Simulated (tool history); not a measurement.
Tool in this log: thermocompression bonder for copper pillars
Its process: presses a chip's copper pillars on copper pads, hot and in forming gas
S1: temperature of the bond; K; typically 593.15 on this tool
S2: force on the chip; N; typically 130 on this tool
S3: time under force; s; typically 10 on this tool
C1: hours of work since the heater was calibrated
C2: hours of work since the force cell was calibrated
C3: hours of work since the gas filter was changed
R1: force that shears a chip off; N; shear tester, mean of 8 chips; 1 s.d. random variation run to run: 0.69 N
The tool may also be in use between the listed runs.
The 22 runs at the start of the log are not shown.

run,hour,S1,S2,S3,C1,C2,C3,R1
23,134.5,585.15,130,11,179,322,69,51.8
24,139.5,585.15,130,11,181,325,72,52.5
25,147.1,588.15,130,18,185,329,75,62.1
26,156.5,578.15,113,18,190,334,80,50.7
27,161.2,578.15,113,18,192,336,83,51.2
28,165.0,578.15,177,18,194,338,85,72.1
29,171.0,593.15,162,10,197,341,88,63.3
30,175.9,586.15,108,6,200,344,90,35.6
31,182.2,608.15,108,14,203,347,93,58.2
32,186.8,608.15,108,14,205,349,96,57.8
33,191.9,565.15,164,18,208,352,98,61.3
34,196.8,573.15,164,16,211,354,101,62.9
35,203.7,618.15,114,28,214,358,104,75.3
36,208.4,568.15,130,5,216,360,107,32.6
37,213.1,598.15,171,5,219,363,109,53.5
38,216.9,598.15,171,5,221,365,111,54.9
39,221.5,622.15,90,6,223,367,114,41.2

Below are 4 alternative next runs, each starting from the tool's condition after run 39. Predict each:
A,230.5,568.15,157,23,228,372,118,?
B,230.5,593.15,130,9,228,372,118,?
C,230.5,588.15,148,21,228,372,118,?
D,230.5,571.15,130,10,228,372,118,?

run,R1
A,65.1
B,51.1
C,70.3
D,43.4
What these runs would have given with no unlogged condition in the tool:
run,R1
A,68.7
B,54.3
C,73.8
D,46.3
